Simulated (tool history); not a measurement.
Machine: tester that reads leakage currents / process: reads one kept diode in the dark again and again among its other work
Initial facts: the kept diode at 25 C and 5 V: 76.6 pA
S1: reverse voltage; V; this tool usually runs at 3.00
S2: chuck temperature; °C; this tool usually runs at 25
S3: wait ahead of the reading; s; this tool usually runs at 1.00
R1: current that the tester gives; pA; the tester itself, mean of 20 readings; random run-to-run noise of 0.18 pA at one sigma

Run 1, hour 0.0: usual settings. Result: R1 59.96 pA.
Run 2, hour 83.7: usual settings. Result: R1 60.64 pA.
Run 3, hour 157.4: usual settings. Result: R1 60.53 pA.
Run 4, hour 271.1: usual settings. Result: R1 61.98 pA.
Run 5, hour 323.2: usual settings. Result: R1 62.22 pA.
Run 6, hour 429.4: usual settings but S3 1.38 s. Result: R1 62.59 pA.
Run 7, hour 511.3: usual settings but S3 1.38 s. Result: R1 63.14 pA.
Run 8, hour 605.1: usual settings. Result: R1 64.13 pA.
Run 9, hour 685.0: usual settings but S1 5.76 V. Result: R1 96.19 pA.
Run 10, hour 796.1: usual settings but S1 5.76 V. Result: R1 97.58 pA.
Run 11, hour 873.7: usual settings but S1 5.76 V. Result: R1 98.42 pA.
At hour 967.2: chuck's temperature calibrated.
Run 12, hour 967.2: usual settings but S1 5.76 V. Result: R1 86.21 pA.
Run 13, hour 1062.7: usual settings but S1 5.76 V. Result: R1 87.48 pA.
Run 14, hour 1143.2: usual settings but S1 5.76 V. Result: R1 88.24 pA.
Run 15, hour 1223.1: usual settings. Result: R1 59.36 pA.
Run 16, hour 1271.8: usual settings but S3 1.03 s. Result: R1 59.57 pA.
Run 17, hour 1351.3: usual settings but S3 1.03 s. Result: R1 59.89 pA.
Run 18, hour 1458.4: usual settings but S3 1.03 s. Result: R1 60.77 pA.
Run 19, hour 1519.2: usual settings but S3 1.03 s. Result: R1 61.03 pA.
Run 20, hour 1636.5: usual settings but S1 17.19 V, S2 32 °C, S3 0.53 s. Result: R1 315.03 pA.
Run 21, hour 1689.8: usual settings but S2 41 °C, S3 6.04 s. Result: R1 211.07 pA.
Run 22, hour 1766.8: usual settings but S2 41 °C, S3 6.04 s. Result: R1 211.78 pA.
Run 23, hour 1835.5: usual settings but S2 39 °C, S3 6.23 s. Result: R1 183.25 pA.
Run 24, hour 1907.4: usual settings but S1 2.96 V, S2 21 °C. Result: R1 45.96 pA.
Run 25, hour 1999.7: usual settings but S3 8.90 s. Result: R1 63.10 pA.
Run 26, hour 2064.2: usual settings but S3 8.90 s. Result: R1 64.01 pA.
Run 27, hour 2123.6: usual settings but S1 3.69 V, S2 45 °C, S3 0.31 s. Result: R1 333.60 pA.
At hour 2151.2: chuck's temperature calibrated.
Run 28, hour 2198.9: usual settings but S1 13.47 V, S2 33 °C. Result: R1 272.43 pA.
Run 29, hour 2264.1: usual settings but S1 13.47 V, S2 34 °C, S3 0.77 s. Result: R1 296.29 pA.
Run 30, hour 2350.2: usual settings but S1 13.39 V, S2 34 °C, S3 8.56 s. Result: R1 294.71 pA.
Run 31, hour 2464.0: usual settings but S1 1.06 V, S2 30 °C, S3 0.67 s. Result: R1 47.45 pA.
Run 32, hour 2522.6: usual settings but S1 1.06 V, S2 43 °C, S3 0.92 s. Result: R1 125.96 pA.
Run 33, hour 2637.0: usual settings but S1 1.06 V, S2 43 °C, S3 0.92 s. Result: R1 127.79 pA.
Run 34, hour 2708.0: usual settings but S1 6.75 V, S2 56 °C, S3 0.69 s. Result: R1 969.43 pA.
Run 35, hour 2778.5: usual settings but S1 6.75 V, S2 56 °C, S3 0.69 s. Result: R1 980.72 pA.
Run 36, hour 2875.5: usual settings but S1 6.75 V, S2 56 °C, S3 0.69 s. Result: R1 989.33 pA.
Run 37, hour 2979.5: usual settings but S1 3.08 V, S2 41 °C, S3 8.72 s. Result: R1 215.49 pA.
At hour 3086.4: tester calibrated.
Run 38, hour 3091.9: usual settings but S1 7.55 V, S3 4.21 s. Result: R1 114.29 pA.

Below are 5 alternative next runs, each starting from the tool's condition after run 38. Predict each:
Run A, hour 3201.0: usual settings but S1 1.63 V, S3 4.21 s. Result: R1 ?.
Run B, hour 3201.0: usual settings but S1 1.03 V, S3 0.35 s. Result: R1 ?.
Run C, hour 3201.0: usual settings but S1 5.83 V, S2 24 °C. Result: R1 ?.
Run D, hour 3201.0: usual settings but S1 7.55 V, S3 2.75 s. Result: R1 ?.
Run E, hour 3201.0: usual settings but S1 1.90 V. Result: R1 ?.

run      R1
  A   44.88
  B   34.78
  C   92.30
  D  114.89
  E   50.08
With no hidden state in the tool, these same runs would have given:
run     R1
  A  39.29
  B  30.67
  C  79.58
  D  98.83
  E  43.86

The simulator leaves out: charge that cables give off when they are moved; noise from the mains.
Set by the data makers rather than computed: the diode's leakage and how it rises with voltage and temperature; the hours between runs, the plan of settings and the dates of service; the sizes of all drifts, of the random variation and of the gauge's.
